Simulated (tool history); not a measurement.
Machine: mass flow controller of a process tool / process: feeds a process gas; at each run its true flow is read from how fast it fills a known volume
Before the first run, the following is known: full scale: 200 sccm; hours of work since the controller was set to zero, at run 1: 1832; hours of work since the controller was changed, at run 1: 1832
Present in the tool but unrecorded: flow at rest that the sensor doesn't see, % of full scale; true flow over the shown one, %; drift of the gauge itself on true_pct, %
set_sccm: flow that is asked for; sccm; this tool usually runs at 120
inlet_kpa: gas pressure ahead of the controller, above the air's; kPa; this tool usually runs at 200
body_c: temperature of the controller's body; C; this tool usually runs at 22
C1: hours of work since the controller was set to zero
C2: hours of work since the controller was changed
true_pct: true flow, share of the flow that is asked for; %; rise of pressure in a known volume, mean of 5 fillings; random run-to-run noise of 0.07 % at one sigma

run 1 day=0 | set_sccm=120 inlet_kpa=200 body_c=22 | C1=1832 C2=1832 | true_pct=99.23
run 2 day=10.938 | set_sccm=120 inlet_kpa=200 body_c=22 | C1=1963 C2=1963 | true_pct=99.33
run 3 day=15.683 | set_sccm=120 inlet_kpa=200 body_c=22 | C1=2019 C2=2019 | true_pct=99.42
run 4 day=20.325 | set_sccm=120 inlet_kpa=200 body_c=22 | C1=2075 C2=2075 | true_pct=99.49
run 5 day=31.275 | set_sccm=120 inlet_kpa=200 body_c=22 | C1=2206 C2=2206 | true_pct=99.36
run 6 day=42.058 | set_sccm=120 inlet_kpa=200 body_c=22 | C1=2335 C2=2335 | true_pct=99.45
run 7 day=49.533 | set_sccm=120 inlet_kpa=200 body_c=22 | C1=2425 C2=2425 | true_pct=99.37
run 8 day=60.483 | set_sccm=179 inlet_kpa=200 body_c=22 | C1=2556 C2=2556 | true_pct=99.93
run 9 day=68.896 | set_sccm=105 inlet_kpa=276 body_c=22 | C1=2656 C2=2656 | true_pct=98.78
run 10 day=75.692 | set_sccm=120 inlet_kpa=175 body_c=22 | C1=2738 C2=2738 | true_pct=99.49
run 11 day=80.342 | set_sccm=70 inlet_kpa=200 body_c=38 | C1=2793 C2=2793 | true_pct=97.94
run 12 day=88.438 | set_sccm=52 inlet_kpa=187 body_c=37 | C1=2890 C2=2890 | true_pct=97.88
run 13 day=96.575 | set_sccm=97 inlet_kpa=268 body_c=22 | C1=2988 C2=2988 | true_pct=98.58
run 14 day=104.838 | set_sccm=120 inlet_kpa=148 body_c=23 | C1=3087 C2=3087 | true_pct=99.72
run 15 day=111.021 | set_sccm=120 inlet_kpa=200 body_c=39 | C1=3161 C2=3161 | true_pct=98.41

Each row is a separate what-if for the run after 15, all from the same tool condition, not one after another. Results?
run A day=118.017 | set_sccm=64 inlet_kpa=144 body_c=38 | C1=3244 C2=3244 | true_pct=?
run B day=118.017 | set_sccm=36 inlet_kpa=217 body_c=22 | C1=3244 C2=3244 | true_pct=?
run C day=118.017 | set_sccm=120 inlet_kpa=200 body_c=39 | C1=3244 C2=3244 | true_pct=?

run=A true_pct=98.31
run=B true_pct=98.58
run=C true_pct=98.26
Without the tool's hidden state the same runs would have given:
run=A true_pct=98.31
run=B true_pct=98.57
run=C true_pct=98.26
